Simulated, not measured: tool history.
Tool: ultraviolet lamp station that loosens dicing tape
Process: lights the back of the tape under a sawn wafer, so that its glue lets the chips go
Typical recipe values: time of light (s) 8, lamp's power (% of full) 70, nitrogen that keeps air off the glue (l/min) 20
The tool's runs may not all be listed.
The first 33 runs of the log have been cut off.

run     day  time of light (s)  lamp's power (% of full)  nitrogen that keeps air off the glue (l/min)  force that peels the tape off (N)  light that reached the tape (mJ/cm²)
 34  17.700                 16                        68                                            28                              0.095                                   641
 35  18.096                  4                        79                                            25                              0.681                                   186
 36  18.612                  7                        74                                            25                              0.293                                   307
 37  19.096                  8                        83                                            37                              0.157                                   389
 38  19.442                  8                        83                                            36                              0.150                                   388
 39  19.808                  8                        83                                            36                              0.166                                   390
 40  20.242                  8                        73                                            10                              0.459                                   341
 41  20.812                 16                        92                                            27                              0.079                                   864
 42  21.175                 12                        92                                            14                              0.125                                   646
 43  21.521                 11                        70                                            25                              0.139                                   448

Forecast each of these 3 alternatives for the next run:
  A  22.167                 11                        82                                            25                                  ?                                     ?
  B  22.167                  5                        63                                            25                                  ?                                     ?
  C  22.167                  8                        70                                            18                                  ?                                     ?

run  force that peels the tape off (N)  light that reached the tape (mJ/cm²)
  A                              0.121                                   523
  B                              0.710                                   185
  C                              0.331                                   321
Had the tool no hidden state, the same runs would have come out as:
run  force that peels the tape off (N)  light that reached the tape (mJ/cm²)
  A                              0.111                                   565
  B                              0.638                                   199
  C                              0.287                                   347

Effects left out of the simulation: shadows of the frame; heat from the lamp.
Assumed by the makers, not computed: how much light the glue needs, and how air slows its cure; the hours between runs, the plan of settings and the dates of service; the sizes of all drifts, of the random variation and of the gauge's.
